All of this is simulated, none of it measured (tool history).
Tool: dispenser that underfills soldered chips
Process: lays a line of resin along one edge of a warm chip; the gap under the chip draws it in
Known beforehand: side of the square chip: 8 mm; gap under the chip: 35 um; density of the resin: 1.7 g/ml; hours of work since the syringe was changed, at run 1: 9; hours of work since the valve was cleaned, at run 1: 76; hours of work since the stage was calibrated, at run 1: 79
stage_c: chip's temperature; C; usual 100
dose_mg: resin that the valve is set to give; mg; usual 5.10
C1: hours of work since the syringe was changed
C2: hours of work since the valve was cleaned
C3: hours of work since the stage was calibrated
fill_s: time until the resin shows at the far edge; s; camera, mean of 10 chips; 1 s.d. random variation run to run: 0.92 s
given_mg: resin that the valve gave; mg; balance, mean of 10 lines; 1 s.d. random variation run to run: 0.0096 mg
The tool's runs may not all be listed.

{"run": 1, "hour": 0.0, "stage_c": 100, "dose_mg": 5.1, "C1": 9, "C2": 76, "C3": 79, "fill_s": 124.1, "given_mg": 4.974}
{"hour": 2.4, "done": "new syringe of resin"}
{"run": 2, "hour": 2.6, "stage_c": 100, "dose_mg": 4.6, "C1": 0, "C2": 78, "C3": 80, "fill_s": 90.2, "given_mg": 4.512}
{"run": 3, "hour": 6.8, "stage_c": 100, "dose_mg": 4.6, "C1": 3, "C2": 81, "C3": 84, "fill_s": 99.8, "given_mg": 4.485}
{"run": 4, "hour": 10.6, "stage_c": 112, "dose_mg": 5.1, "C1": 6, "C2": 84, "C3": 86, "fill_s": 82.6, "given_mg": 4.963}
{"run": 5, "hour": 13.3, "stage_c": 100, "dose_mg": 4.81, "C1": 8, "C2": 86, "C3": 89, "fill_s": 122.2, "given_mg": 4.698}
{"hour": 16.3, "done": "new syringe of resin"}
{"run": 6, "hour": 17.2, "stage_c": 100, "dose_mg": 5.1, "C1": 1, "C2": 89, "C3": 91, "fill_s": 88.0, "given_mg": 4.969}
{"run": 7, "hour": 21.3, "stage_c": 113, "dose_mg": 5.1, "C1": 4, "C2": 92, "C3": 94, "fill_s": 71.5, "given_mg": 4.967}
{"run": 8, "hour": 24.1, "stage_c": 113, "dose_mg": 5.1, "C1": 6, "C2": 94, "C3": 96, "fill_s": 80.4, "given_mg": 4.958}
{"run": 9, "hour": 29.3, "stage_c": 113, "dose_mg": 5.1, "C1": 10, "C2": 98, "C3": 100, "fill_s": 93.6, "given_mg": 4.955}
{"hour": 30.4, "done": "new syringe of resin"}
{"run": 10, "hour": 35.0, "stage_c": 113, "dose_mg": 6.11, "C1": 4, "C2": 102, "C3": 105, "fill_s": 68.6, "given_mg": 5.928}
{"run": 11, "hour": 39.2, "stage_c": 113, "dose_mg": 6.11, "C1": 7, "C2": 105, "C3": 108, "fill_s": 77.2, "given_mg": 5.919}
{"run": 12, "hour": 41.5, "stage_c": 113, "dose_mg": 6.11, "C1": 8, "C2": 107, "C3": 109, "fill_s": 84.7, "given_mg": 5.93}
{"hour": 44.3, "done": "new syringe of resin"}
{"run": 13, "hour": 46.6, "stage_c": 113, "dose_mg": 6.11, "C1": 2, "C2": 110, "C3": 113, "fill_s": 63.9, "given_mg": 5.907}
{"run": 14, "hour": 50.8, "stage_c": 100, "dose_mg": 5.89, "C1": 5, "C2": 114, "C3": 116, "fill_s": 101.5, "given_mg": 5.671}
{"run": 15, "hour": 54.6, "stage_c": 100, "dose_mg": 5.89, "C1": 8, "C2": 117, "C3": 119, "fill_s": 117.5, "given_mg": 5.7}
{"hour": 58.4, "done": "new syringe of resin"}
{"run": 16, "hour": 58.9, "stage_c": 100, "dose_mg": 5.1, "C1": 0, "C2": 120, "C3": 122, "fill_s": 87.8, "given_mg": 4.922}
{"run": 17, "hour": 61.6, "stage_c": 100, "dose_mg": 5.1, "C1": 2, "C2": 122, "C3": 124, "fill_s": 96.8, "given_mg": 4.925}
{"run": 18, "hour": 67.0, "stage_c": 111, "dose_mg": 5.1, "C1": 7, "C2": 126, "C3": 128, "fill_s": 85.8, "given_mg": 4.9}
{"run": 19, "hour": 70.0, "stage_c": 101, "dose_mg": 5.1, "C1": 9, "C2": 128, "C3": 131, "fill_s": 121.0, "given_mg": 4.896}
{"hour": 72.4, "done": "new syringe of resin"}
{"run": 20, "hour": 73.2, "stage_c": 112, "dose_mg": 4.75, "C1": 1, "C2": 130, "C3": 133, "fill_s": 65.9, "given_mg": 4.567}
{"run": 21, "hour": 76.8, "stage_c": 98, "dose_mg": 6.14, "C1": 3, "C2": 133, "C3": 136, "fill_s": 98.5, "given_mg": 5.893}
{"run": 22, "hour": 82.0, "stage_c": 100, "dose_mg": 4.49, "C1": 7, "C2": 137, "C3": 140, "fill_s": 122.1, "given_mg": 4.303}
{"run": 23, "hour": 84.8, "stage_c": 86, "dose_mg": 4.76, "C1": 9, "C2": 139, "C3": 142, "fill_s": 189.0, "given_mg": 4.559}
{"hour": 86.1, "done": "dispensing valve cleaned and set on the balance"}
{"hour": 87.4, "done": "new syringe of resin"}
{"run": 24, "hour": 91.2, "stage_c": 105, "dose_mg": 6.38, "C1": 3, "C2": 4, "C3": 145, "fill_s": 82.9, "given_mg": 6.344}
{"run": 25, "hour": 94.9, "stage_c": 101, "dose_mg": 4.9, "C1": 6, "C2": 6, "C3": 148, "fill_s": 108.2, "given_mg": 4.866}
{"run": 26, "hour": 99.0, "stage_c": 101, "dose_mg": 4.9, "C1": 9, "C2": 10, "C3": 151, "fill_s": 123.0, "given_mg": 4.874}
{"hour": 101.4, "done": "new syringe of resin"}
{"run": 27, "hour": 101.6, "stage_c": 102, "dose_mg": 6.26, "C1": 0, "C2": 11, "C3": 153, "fill_s": 77.4, "given_mg": 6.236}
{"run": 28, "hour": 105.1, "stage_c": 102, "dose_mg": 5.74, "C1": 3, "C2": 14, "C3": 156, "fill_s": 87.9, "given_mg": 5.7}
{"run": 29, "hour": 108.0, "stage_c": 110, "dose_mg": 5.07, "C1": 5, "C2": 16, "C3": 158, "fill_s": 80.2, "given_mg": 5.039}
{"run": 30, "hour": 112.5, "stage_c": 109, "dose_mg": 5.1, "C1": 8, "C2": 20, "C3": 161, "fill_s": 93.7, "given_mg": 5.045}
{"hour": 115.6, "done": "new syringe of resin"}
{"run": 31, "hour": 117.2, "stage_c": 102, "dose_mg": 5.1, "C1": 1, "C2": 23, "C3": 165, "fill_s": 84.6, "given_mg": 5.049}
{"run": 32, "hour": 122.1, "stage_c": 102, "dose_mg": 5.1, "C1": 5, "C2": 27, "C3": 168, "fill_s": 99.4, "given_mg": 5.034}
{"run": 33, "hour": 125.6, "stage_c": 86, "dose_mg": 6.14, "C1": 8, "C2": 29, "C3": 171, "fill_s": 166.8, "given_mg": 6.071}
{"run": 34, "hour": 129.0, "stage_c": 86, "dose_mg": 6.14, "C1": 10, "C2": 32, "C3": 174, "fill_s": 186.1, "given_mg": 6.067}
{"hour": 129.5, "done": "new syringe of resin"}
{"run": 35, "hour": 133.9, "stage_c": 113, "dose_mg": 6.33, "C1": 3, "C2": 35, "C3": 177, "fill_s": 65.0, "given_mg": 6.246}

Alternative continuations, all from the tool just after run 35; predict every row:
{"run": "A", "hour": 138.8, "stage_c": 100, "dose_mg": 5.82, "C1": 7, "C2": 39, "C3": 181, "fill_s": "?", "given_mg": "?"}
{"run": "B", "hour": 138.8, "stage_c": 108, "dose_mg": 4.77, "C1": 7, "C2": 39, "C3": 181, "fill_s": "?", "given_mg": "?"}
{"run": "C", "hour": 138.8, "stage_c": 108, "dose_mg": 6.33, "C1": 7, "C2": 39, "C3": 181, "fill_s": "?", "given_mg": "?"}
{"run": "D", "hour": 138.8, "stage_c": 97, "dose_mg": 6.33, "C1": 7, "C2": 39, "C3": 181, "fill_s": "?", "given_mg": "?"}
{"run": "E", "hour": 138.8, "stage_c": 106, "dose_mg": 4.39, "C1": 7, "C2": 39, "C3": 181, "fill_s": "?", "given_mg": "?"}

run=A fill_s=110.4 given_mg=5.744
run=B fill_s=91.2 given_mg=4.692
run=C fill_s=88.5 given_mg=6.247
run=D fill_s=114.5 given_mg=6.248
run=E fill_s=100.3 given_mg=4.359
Stripped of hidden state, with their random variation kept, the same runs would have yielded:
run=A fill_s=85.8 given_mg=5.833
run=B fill_s=70.5 given_mg=4.764
run=C fill_s=68.7 given_mg=6.343
run=D fill_s=88.9 given_mg=6.344
run=E fill_s=77.3 given_mg=4.425
